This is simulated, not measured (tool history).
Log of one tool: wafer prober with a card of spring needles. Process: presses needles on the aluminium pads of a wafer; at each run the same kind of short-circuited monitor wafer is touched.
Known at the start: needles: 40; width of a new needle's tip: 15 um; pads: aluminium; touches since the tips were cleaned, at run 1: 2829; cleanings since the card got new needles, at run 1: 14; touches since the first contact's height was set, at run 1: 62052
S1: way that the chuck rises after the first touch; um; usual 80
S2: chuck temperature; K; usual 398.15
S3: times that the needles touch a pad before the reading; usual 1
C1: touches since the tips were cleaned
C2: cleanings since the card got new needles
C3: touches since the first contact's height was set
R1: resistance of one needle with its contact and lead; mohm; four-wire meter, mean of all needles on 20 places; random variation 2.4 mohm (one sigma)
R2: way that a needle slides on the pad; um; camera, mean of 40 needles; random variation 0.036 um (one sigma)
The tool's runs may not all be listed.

run   hour  S1      S2  S3    C1  C2      C3   R1     R2
  1      0  80  398.15   1  2829  14   62052  311  17.91
       4.4  -- tips cleaned on abrasive film
      20.8  -- tips cleaned on abrasive film
  2     25  62  398.15   1   943  16   67513  307  13.81
  3   36.9  62  398.15   1  3542  16   70112  342  13.74
      39.2  -- tips cleaned on abrasive film
      57.3  -- tips cleaned on abrasive film
  4   60.7  62  398.15   1   738  18   75303  303  13.73
      74.3  -- tips cleaned on abrasive film
  5   75.4  80  398.15   1   247  19   78527  283  17.81
      91.3  -- tips cleaned on abrasive film
  6  100.6  80  398.15   2  2044  20   84041  296  17.78
     109.4  -- tips cleaned on abrasive film
  7  112.4  66  398.15   1   647  21   86600  302  14.54
     127.7  -- tips cleaned on abrasive film, once more
  8  137.8  80  398.15   2  2224  22   92176  300  17.62
     144.2  -- tips cleaned on abrasive film
  9  157.7  80  398.15   1  2954  23   96521  310   17.7
     162.6  -- tips cleaned on abrasive film
 10  169.2  80  398.15   1  1462  24   99033  299  17.73
     181.1  -- tips cleaned on abrasive film
     197.5  -- tips cleaned on abrasive film
 11  197.5  80  398.15   3     0  26  105213  285  17.66
     215.4  -- tips cleaned on abrasive film
 12  218.5  80  398.15   3   674  27  109804  283  17.69
       234  -- tips cleaned on abrasive film
 13  234.1  80  398.15   3    22  28  113213  280  17.59
 14  246.9  80  398.15   3  2835  28  116026  295  17.59
     250.8  -- tips cleaned on abrasive film
 15  262.2  80  398.15   3  2503  29  119370  293  17.59
     268.8  -- tips cleaned on abrasive film
       286  -- tips cleaned on abrasive film
 16  289.7  80  398.15   3   814  31  125382  288  17.63
     304.6  -- tips cleaned on abrasive film
 17  307.5  81  398.15   3   625  32  129252  288  17.83
     322.9  -- tips cleaned on abrasive film
 18  335.2  62  311.15   2  2691  33  135326  296  13.39

Run 19 comes next. What will it give?
     340.7  -- tips cleaned on abrasive film
 19  347.7  96  304.15   2  1535  34  138053   ?   ?

R1: 264 mohm
R2: 21.18 um
Without the tool's hidden state the same run would have given R1 253 mohm, R2 21.95 um.
